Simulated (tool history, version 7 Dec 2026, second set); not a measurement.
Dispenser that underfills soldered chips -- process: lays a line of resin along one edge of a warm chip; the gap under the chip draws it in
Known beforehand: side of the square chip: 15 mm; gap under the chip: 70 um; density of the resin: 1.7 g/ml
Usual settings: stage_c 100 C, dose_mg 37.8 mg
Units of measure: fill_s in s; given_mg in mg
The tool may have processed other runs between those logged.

run	day	stage_c	dose_mg	fill_s	given_mg
1	0	100	37.8	165.2	36.68
2	0.479	100	37.8	253.1	36.63
# day 0.638: new syringe of resin
3	0.85	100	37.8	187.4	36.22
4	1.104	100	37.8	245.8	36.08
# day 1.267: new syringe of resin
5	1.492	100	37.8	202.3	35.85
6	1.696	89	37.7	370.7	35.75
# day 1.908: new syringe of resin
7	1.95	89	37.7	252.8	35.64
8	2.421	89	37.7	389.6	35.24
# day 2.546: new syringe of resin
9	2.717	102	43.3	175.8	40.66
10	3.079	92	42.5	363.7	39.68

Some steps in fill_s between neighbouring runs. How much of each would the tool show without its hidden state too (settings, what came in, random variation), and how much is left for the hidden state, with any gauge scatter that isn't in both results?
What the log doesn't record here: resin's viscosity, % of fresh resin's; dose that the valve gives, % of what is set; true chip temperature over the reading, C; drift of the gauge itself on fill_s, %; drift of the gauge itself on given_mg, %.
Run 7 -> 8: no setting changed, nothing entered. fill_s +136.8 s: hidden state +140.8, all else -4.
Run 8 -> 9: stage_c 89 -> 102, dose_mg 37.7 -> 43.3, new syringe of resin. fill_s -213.8 s: hidden state -132.3, all else -81.5.

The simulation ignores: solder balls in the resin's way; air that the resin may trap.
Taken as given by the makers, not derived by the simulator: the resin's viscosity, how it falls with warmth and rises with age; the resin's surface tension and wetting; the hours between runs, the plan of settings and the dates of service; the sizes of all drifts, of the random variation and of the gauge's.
